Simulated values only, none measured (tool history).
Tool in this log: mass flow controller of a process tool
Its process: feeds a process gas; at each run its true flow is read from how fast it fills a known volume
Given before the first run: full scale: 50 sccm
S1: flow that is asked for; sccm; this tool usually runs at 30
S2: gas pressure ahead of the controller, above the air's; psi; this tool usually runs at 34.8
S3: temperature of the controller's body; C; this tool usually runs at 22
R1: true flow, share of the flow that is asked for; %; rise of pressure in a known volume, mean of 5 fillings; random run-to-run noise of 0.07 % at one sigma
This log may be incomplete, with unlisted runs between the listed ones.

run 1 hour=0 | S1=30 S2=34.8 S3=22 | R1=99.11
run 2 hour=177 | S1=30 S2=38.3 S3=22 | R1=98.98
run 3 hour=327.6 | S1=30 S2=38.3 S3=22 | R1=99.05
run 4 hour=490.6 | S1=23 S2=34.8 S3=22 | R1=99.13
run 5 hour=609.1 | S1=23 S2=34.8 S3=22 | R1=98.89
run 6 hour=749.9 | S1=23 S2=34.8 S3=22 | R1=98.99
run 7 hour=918.6 | S1=30 S2=24.2 S3=22 | R1=99.44
run 8 hour=1062.1 | S1=30 S2=24.2 S3=22 | R1=99.62
run 9 hour=1181.3 | S1=30 S2=24.2 S3=22 | R1=99.6
run 10 hour=1346.9 | S1=30 S2=34.8 S3=24 | R1=99.32
run 11 hour=1426.3 | S1=30 S2=34.8 S3=25 | R1=99.41
run 12 hour=1592.2 | S1=30 S2=34.8 S3=25 | R1=99.39
run 13 hour=1736.4 | S1=30 S2=34.8 S3=25 | R1=99.47
run 14 hour=1830.5 | S1=30 S2=34.8 S3=22 | R1=99.16
run 15 hour=1965.6 | S1=30 S2=20.6 S3=24 | R1=99.8
run 16 hour=2117 | S1=30 S2=20.6 S3=24 | R1=99.83
run 17 hour=2255.3 | S1=30 S2=22.6 S3=24 | R1=99.83
run 18 hour=2355 | S1=30 S2=22.6 S3=24 | R1=99.83
run 19 hour=2471.3 | S1=30 S2=23.8 S3=22 | R1=99.62
run 20 hour=2647 | S1=30 S2=23.8 S3=22 | R1=99.54
run 21 hour=2779.7 | S1=30 S2=26.1 S3=32 | R1=100.2
run 22 hour=2956.7 | S1=30 S2=26.1 S3=32 | R1=100.26
run 23 hour=3065.1 | S1=30 S2=26.1 S3=32 | R1=100.2
run 24 hour=3203.5 | S1=30 S2=31 S3=32 | R1=99.96
run 25 hour=3323.6 | S1=30 S2=31 S3=32 | R1=100.01
run 26 hour=3418.8 | S1=30 S2=31 S3=32 | R1=100.16
run 27 hour=3597.7 | S1=6 S2=23.4 S3=24 | R1=99.11
run 28 hour=3694.9 | S1=6 S2=23.4 S3=24 | R1=99.13

Here are 3 independent what-if runs from the current tool condition. What would each one return?
run A hour=3822.5 | S1=26 S2=23.4 S3=28 | R1=?
run B hour=3822.5 | S1=21 S2=34.8 S3=22 | R1=?
run C hour=3822.5 | S1=11 S2=20.5 S3=29 | R1=?

run=A R1=99.94
run=B R1=98.94
run=C R1=99.93
Without the tool's hidden state the same runs would have given:
run=A R1=99.95
run=B R1=98.95
run=C R1=99.94
